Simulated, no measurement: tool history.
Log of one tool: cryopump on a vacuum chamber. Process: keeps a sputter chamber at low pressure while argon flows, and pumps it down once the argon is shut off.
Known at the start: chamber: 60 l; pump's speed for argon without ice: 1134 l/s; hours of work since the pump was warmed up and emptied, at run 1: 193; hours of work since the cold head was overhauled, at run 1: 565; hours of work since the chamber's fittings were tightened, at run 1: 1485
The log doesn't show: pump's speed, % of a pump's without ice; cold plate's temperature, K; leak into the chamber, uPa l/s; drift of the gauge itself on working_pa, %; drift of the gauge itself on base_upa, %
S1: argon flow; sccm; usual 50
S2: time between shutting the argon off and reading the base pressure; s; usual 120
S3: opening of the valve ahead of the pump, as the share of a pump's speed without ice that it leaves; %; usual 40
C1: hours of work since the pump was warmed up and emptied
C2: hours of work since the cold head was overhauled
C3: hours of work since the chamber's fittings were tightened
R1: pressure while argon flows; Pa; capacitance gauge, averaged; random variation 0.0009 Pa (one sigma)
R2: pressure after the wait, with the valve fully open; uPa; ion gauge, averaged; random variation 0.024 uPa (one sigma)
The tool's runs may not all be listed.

run,hour,S1,S2,S3,C1,C2,C3,R1,R2
1,0,50,120,40,193,565,1485,0.1928,2.68
2,22.9,50,120,40,208,580,1499,0.194,2.7
3,43.1,50,120,40,221,593,1513,0.1957,2.77
4,59.6,50,120,40,232,604,1524,0.1962,2.75
5,72.6,50,120,40,240,612,1532,0.1943,2.64
6,91.1,50,120,40,252,625,1544,0.1966,2.9
7,110.3,50,120,40,265,637,1557,0.1982,2.82
8,129.3,50,93,40,277,650,1569,0.1979,3.07
9,147.2,50,120,40,289,661,1581,0.1966,2.83
10,162.1,50,120,40,299,671,1590,0.1977,3.02
11,179.2,50,120,40,310,682,1602,0.2016,2.96
12,200.4,50,120,40,324,696,1615,0.2007,2.98
13,218.9,50,120,40,336,708,1628,0.2024,3.04
14,237,50,120,40,347,720,1639,0.2004,2.92
15,259,50,120,40,362,734,1654,0.2029,3.13
# hour 265.7: pump warmed up, emptied and cooled again
16,277.1,50,120,40,7,743,1662,0.1884,2.71
17,300.4,50,120,48,23,758,1678,0.1556,2.82
18,321.8,50,82,40,37,772,1692,0.1867,3.05
19,344.1,76,56,16,51,787,1706,0.7135,3.35
20,353.6,76,41,45,57,793,1712,0.2559,4.09
21,375,50,110,38,71,807,1726,0.1982,2.87
22,387.9,35,240,16,80,815,1735,0.3304,2.49
23,406.3,35,240,16,92,827,1747,0.3279,2.47
24,419.4,44,37,25,100,836,1755,0.2658,4.13
25,435.4,44,37,25,111,846,1766,0.2658,4.18
26,449.6,44,52,25,120,856,1775,0.2641,3.8
27,461.3,54,53,16,128,863,1783,0.5061,3.67
28,480.4,54,53,16,140,876,1795,0.5101,3.72
29,491.6,54,53,16,148,883,1802,0.5104,3.78
30,513.3,50,27,37,162,897,1817,0.2077,5.17
31,531.1,50,27,37,173,909,1828,0.2075,4.98
32,548.7,50,27,37,185,920,1840,0.21,5
33,568.5,50,27,37,198,933,1853,0.2102,5.08

The same runs without the tool's hidden state, with the same run-to-run variation:
run,R1,R2
1,0.1845,0.87
2,0.1852,0.85
3,0.1863,0.85
4,0.1865,0.84
5,0.1843,0.79
6,0.1861,0.88
7,0.1872,0.84
8,0.1866,1.03
9,0.1849,0.8
10,0.1855,0.89
11,0.1888,0.86
12,0.1874,0.87
13,0.1885,0.85
14,0.1861,0.8
15,0.1878,0.89
16,0.1872,0.86
17,0.154,0.88
18,0.1847,1.14
19,0.7097,1.47
20,0.2517,2.07
21,0.1951,0.91
22,0.328,0.54
23,0.3252,0.54
24,0.2622,2.14
25,0.2619,2.13
26,0.2599,1.66
27,0.5007,1.58
28,0.5042,1.59
29,0.5042,1.62
30,0.2015,2.94
31,0.2009,2.8
32,0.2029,2.83
33,0.2027,2.83
